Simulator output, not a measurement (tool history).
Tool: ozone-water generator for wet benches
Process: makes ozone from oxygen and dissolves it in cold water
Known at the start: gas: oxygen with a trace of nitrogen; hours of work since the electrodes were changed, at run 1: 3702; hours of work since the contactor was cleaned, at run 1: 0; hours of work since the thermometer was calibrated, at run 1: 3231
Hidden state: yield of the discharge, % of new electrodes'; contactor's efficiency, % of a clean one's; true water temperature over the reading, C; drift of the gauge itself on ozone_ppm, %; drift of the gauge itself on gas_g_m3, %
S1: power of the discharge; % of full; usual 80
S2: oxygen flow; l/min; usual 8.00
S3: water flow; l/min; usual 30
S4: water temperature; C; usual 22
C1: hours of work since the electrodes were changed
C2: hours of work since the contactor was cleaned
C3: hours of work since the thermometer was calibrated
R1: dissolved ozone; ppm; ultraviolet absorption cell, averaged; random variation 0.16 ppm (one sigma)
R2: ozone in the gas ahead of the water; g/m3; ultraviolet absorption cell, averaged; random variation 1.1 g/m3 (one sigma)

Run 1, hour 0.0: usual settings; C1 3702; C2 0; C3 3231. Result: R1 18.6 ppm, R2 185.1 g/m3.
Run 2, hour 112.9: usual settings; C1 3784; C2 82; C3 3313. Result: R1 18.5 ppm, R2 185.2 g/m3.
Run 3, hour 209.4: usual settings; C1 3854; C2 152; C3 3383. Result: R1 18.4 ppm, R2 185.8 g/m3.
Run 4, hour 337.5: usual settings but S2 9.75 l/min; C1 3948; C2 246; C3 3477. Result: R1 18.8 ppm, R2 171.7 g/m3.
Run 5, hour 451.5: usual settings but S1 72 % of full; C1 4031; C2 329; C3 3559. Result: R1 17.3 ppm, R2 172.5 g/m3.
Run 6, hour 587.6: usual settings but S4 19 C; C1 4130; C2 428; C3 3659. Result: R1 18.9 ppm, R2 183.0 g/m3.
Run 7, hour 718.1: usual settings; C1 4225; C2 523; C3 3754. Result: R1 18.2 ppm, R2 183.1 g/m3.
Run 8, hour 794.9: usual settings but S4 15 C; C1 4281; C2 579; C3 3809. Result: R1 19.7 ppm, R2 183.9 g/m3.
Run 9, hour 909.7: usual settings but S4 15 C; C1 4364; C2 662; C3 3893. Result: R1 19.7 ppm, R2 182.9 g/m3.
Run 10, hour 996.1: usual settings but S1 46 % of full, S4 15 C; C1 4427; C2 725; C3 3956. Result: R1 14.3 ppm, R2 131.3 g/m3.
Run 11, hour 1065.2: usual settings; C1 4477; C2 775; C3 4006. Result: R1 18.1 ppm, R2 185.3 g/m3.
Run 12, hour 1176.4: usual settings; C1 4558; C2 856; C3 4087. Result: R1 17.8 ppm, R2 181.8 g/m3.
Run 13, hour 1242.0: usual settings; C1 4606; C2 904; C3 4135. Result: R1 17.7 ppm, R2 181.8 g/m3.
Run 14, hour 1344.7: usual settings; C1 4681; C2 979; C3 4210. Result: R1 18.0 ppm, R2 183.0 g/m3.
Run 15, hour 1432.1: usual settings; C1 4744; C2 1042; C3 4273. Result: R1 17.9 ppm, R2 180.7 g/m3.
Run 16, hour 1551.6: usual settings; C1 4831; C2 1129; C3 4360. Result: R1 17.8 ppm, R2 178.8 g/m3.
Run 17, hour 1630.0: usual settings; C1 4888; C2 1186; C3 4417. Result: R1 17.7 ppm, R2 180.6 g/m3.
Run 18, hour 1729.8: usual settings but S2 6.55 l/min; C1 4961; C2 1259; C3 4490. Result: R1 17.1 ppm, R2 193.7 g/m3.
Run 19, hour 1811.3: usual settings but S2 6.55 l/min, S3 33 l/min; C1 5020; C2 1318; C3 4549. Result: R1 15.7 ppm, R2 193.8 g/m3.
Run 20, hour 1916.5: usual settings but S1 50 % of full, S2 6.55 l/min, S3 33 l/min, S4 20 C; C1 5097; C2 1395; C3 4626. Result: R1 12.6 ppm, R2 147.0 g/m3.
Run 21, hour 2043.6: usual settings but S1 50 % of full, S2 6.55 l/min, S3 33 l/min, S4 20 C; C1 5190; C2 1488; C3 4718. Result: R1 12.6 ppm, R2 148.2 g/m3.
At hour 2057.5: water thermometer calibrated.
Run 22, hour 2138.3: usual settings but S1 50 % of full, S2 6.55 l/min, S3 33 l/min, S4 20 C; C1 5258; C2 1556; C3 59. Result: R1 12.3 ppm, R2 147.1 g/m3.
Run 23, hour 2245.3: usual settings but S2 4.26 l/min; C1 5336; C2 1634; C3 137. Result: R1 15.6 ppm, R2 227.2 g/m3.
Run 24, hour 2365.0: usual settings but S1 95 % of full, S2 5.54 l/min, S3 22 l/min, S4 16 C; C1 5423; C2 1721; C3 224. Result: R1 24.6 ppm, R2 225.8 g/m3.
Run 25, hour 2452.3: usual settings but S1 93 % of full, S4 26 C; C1 5487; C2 1785; C3 287. Result: R1 17.7 ppm, R2 192.6 g/m3.
Run 26, hour 2531.3: usual settings but S1 93 % of full, S4 26 C; C1 5544; C2 1842; C3 345. Result: R1 17.8 ppm, R2 191.3 g/m3.
Run 27, hour 2614.8: usual settings but S1 93 % of full, S4 26 C; C1 5605; C2 1903; C3 406. Result: R1 17.3 ppm, R2 193.6 g/m3.
Run 28, hour 2730.9: usual settings but S1 51 % of full, S2 9.01 l/min, S3 26 l/min, S4 24 C; C1 5689; C2 1987; C3 490. Result: R1 14.5 ppm, R2 131.3 g/m3.
Run 29, hour 2838.9: usual settings but S1 51 % of full, S2 9.01 l/min, S3 26 l/min, S4 24 C; C1 5768; C2 2066; C3 569. Result: R1 14.0 ppm, R2 130.5 g/m3.
Run 30, hour 2918.7: usual settings but S1 76 % of full, S2 6.84 l/min; C1 5826; C2 2124; C3 627. Result: R1 15.9 ppm, R2 181.4 g/m3.
Run 31, hour 3010.6: usual settings but S2 6.31 l/min, S3 20 l/min; C1 5893; C2 2191; C3 694. Result: R1 22.1 ppm, R2 192.1 g/m3.
Run 32, hour 3134.0: usual settings but S2 9.58 l/min, S3 18 l/min, S4 23 C; C1 5983; C2 2281; C3 784. Result: R1 22.7 ppm, R2 163.1 g/m3.

How the hidden state differs across the entries between the runs, from the last listed run before each to the first after it:
Between runs 21 and 22: water thermometer calibrated (hour 2057.5)
  yield of the discharge, % of new electrodes': 88.4 -> 88.3; contactor's efficiency, % of a clean one's: 95.9 -> 95.7; true water temperature over the reading, C: 0.26 -> -0.07
  measured less the result without the state, R1: -1.6 -> -1.6 ppm; R2: -15.2 -> -15.4 g/m3
